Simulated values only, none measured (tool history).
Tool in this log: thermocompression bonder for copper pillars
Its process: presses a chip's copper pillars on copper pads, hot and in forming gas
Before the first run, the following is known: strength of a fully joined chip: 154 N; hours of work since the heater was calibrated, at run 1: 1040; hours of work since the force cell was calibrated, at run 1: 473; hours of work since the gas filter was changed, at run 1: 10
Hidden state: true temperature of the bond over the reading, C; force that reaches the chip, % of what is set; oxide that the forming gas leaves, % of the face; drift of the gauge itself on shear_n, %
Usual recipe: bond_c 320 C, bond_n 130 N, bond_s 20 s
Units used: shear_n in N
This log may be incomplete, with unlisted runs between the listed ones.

run	day	bond_c	bond_n	bond_s	hours of work since the heater was calibrated	hours of work since the force cell was calibrated	hours of work since the gas filter was changed	shear_n
1	0	320	130	20	1040	473	10	57.5
2	0.471	337	130	20	1048	481	18	67.8
3	1.054	337	130	18	1058	491	28	65.3
4	1.604	337	130	18	1067	500	37	64.1
5	2.221	337	130	18	1077	510	48	63.1
6	2.596	320	130	20	1084	517	54	55
7	3.012	320	130	54	1091	524	61	78.9
8	3.421	320	130	20	1098	531	68	54.7
9	3.804	320	130	15	1104	537	75	48.6
10	4.362	320	130	15	1114	547	84	46.8
11	5.092	320	130	15	1126	559	97	46.6
12	5.704	320	130	15	1137	570	107	48.1
13	6.496	320	130	15	1150	583	121	46.3
14	6.825	294	180	41	1156	589	126	58.2
15	7.588	333	130	46	1169	602	139	79.9
16	8.221	328	147	20	1180	613	150	60.5
17	8.958	328	172	20	1192	625	163	64.5
# day 9.238: heater calibrated with a thermocouple chip
18	9.546	328	172	20	5	634	171	68.1
# day 9.783: forming gas filter changed
19	10.192	304	130	41	16	644	7	67.8
20	10.875	304	130	41	28	656	19	66.8
21	11.229	302	113	20	34	662	25	45.9
22	11.583	292	90	45	40	668	31	49.3
23	12.221	292	90	45	50	679	42	49.6
24	12.846	292	90	45	61	690	52	48.7
25	13.233	346	164	15	68	696	59	76.1
26	14.021	309	164	37	81	710	72	73.6

What if the next run were any one of these 4? Each begins from the tool's condition after run 26:
A	14.538	313	114	47	90	718	81	?
B	14.538	309	129	35	90	718	81	?
C	14.538	320	130	30	90	718	81	?
D	14.538	320	130	34	90	718	81	?

run	shear_n
A	70.2
B	64.8
C	68.2
D	71.2
With the hidden condition removed and each run's random variation left untouched, the same runs would have given:
run	shear_n
A	73.7
B	68.1
C	71.6
D	74.8
